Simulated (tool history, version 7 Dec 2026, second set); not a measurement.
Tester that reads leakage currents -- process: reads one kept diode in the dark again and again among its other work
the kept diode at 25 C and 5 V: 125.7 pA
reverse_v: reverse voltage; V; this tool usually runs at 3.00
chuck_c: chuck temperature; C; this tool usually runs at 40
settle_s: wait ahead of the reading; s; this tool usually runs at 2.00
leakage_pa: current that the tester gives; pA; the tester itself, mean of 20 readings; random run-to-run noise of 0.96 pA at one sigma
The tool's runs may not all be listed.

run    hour  reverse_v  chuck_c  settle_s  leakage_pa
  1     0.0       3.00       40      2.00      297.72
  2    40.0       3.00       40      2.47      297.34
  3    68.4       3.00       27      2.47      102.95
  4   107.2       3.00       27      2.47      103.05
  5   135.4       3.00       40      2.00      292.74
  6   164.0       3.00       40      2.00      292.58
  7   202.2       3.00       40      2.00      291.67
  8   233.3       3.00       40      2.00      290.30
  9   271.7       3.00       40      2.00      289.19
 10   320.8       3.00       40      2.00      288.23
 11   364.5       3.00       40      2.00      287.32
 12   389.8       3.00       40      7.81      284.07
 13   439.1       3.00       40      7.81      283.25
 14   486.5       3.00       40      7.81      281.13
 15   528.7       1.28       40      2.00      171.63
 16   565.8       1.28       40      2.00      170.02
 17   611.3       1.28       40      2.00      170.20
 18   659.2       3.00       54      2.00      793.53
      675.7  -- chuck's temperature calibrated
 19   719.3       3.00       40      2.00      318.41
 20   767.9       3.00       40      2.00      314.55
 21   823.8       3.00       23      2.00       78.69
 22   848.6       3.00       56      5.42     1014.58
 23   874.5       6.14       56      2.14     1534.83
 24   928.1       1.90       44      0.49      323.45
 25   974.9       3.00       41      0.33      334.57
 26  1016.2       1.09       41      0.57      184.35
 27  1064.0       1.09       41      0.57      183.78
 28  1087.9       1.21       28      0.57       68.36
 29  1140.3       4.66       57      0.69     1369.47
 30  1174.2       4.66       57      0.69     1362.94
 31  1210.1      14.90       57      0.69     2677.31
 32  1243.2      14.90       57      0.69     2658.10
 33  1301.5      14.90       57      0.69     2640.15
 34  1330.4       3.00       43      2.00      374.45
 35  1372.6       3.05       43      7.54      375.68
 36  1416.2      10.45       46      0.64      959.20
 37  1465.5      15.14       34      8.87      468.65
 38  1504.4       3.00       32      2.00      154.54
 39  1549.1       3.00       32      2.00      153.09
 40  1604.5      11.50       28      2.64      244.14
 41  1646.0      11.50       28      2.64      243.31

Here are 3 independent what-if runs from the current tool condition. What would each one return?
  A  1674.1       4.55       51      2.48           ?
  B  1674.1      11.50       28      2.56           ?
  C  1674.1      11.50       28      1.56           ?

run  leakage_pa
  A      830.49
  B      242.07
  C      242.20
With no hidden state in the tool, these same runs would have given:
run  leakage_pa
  A      926.23
  B      262.53
  C      262.65
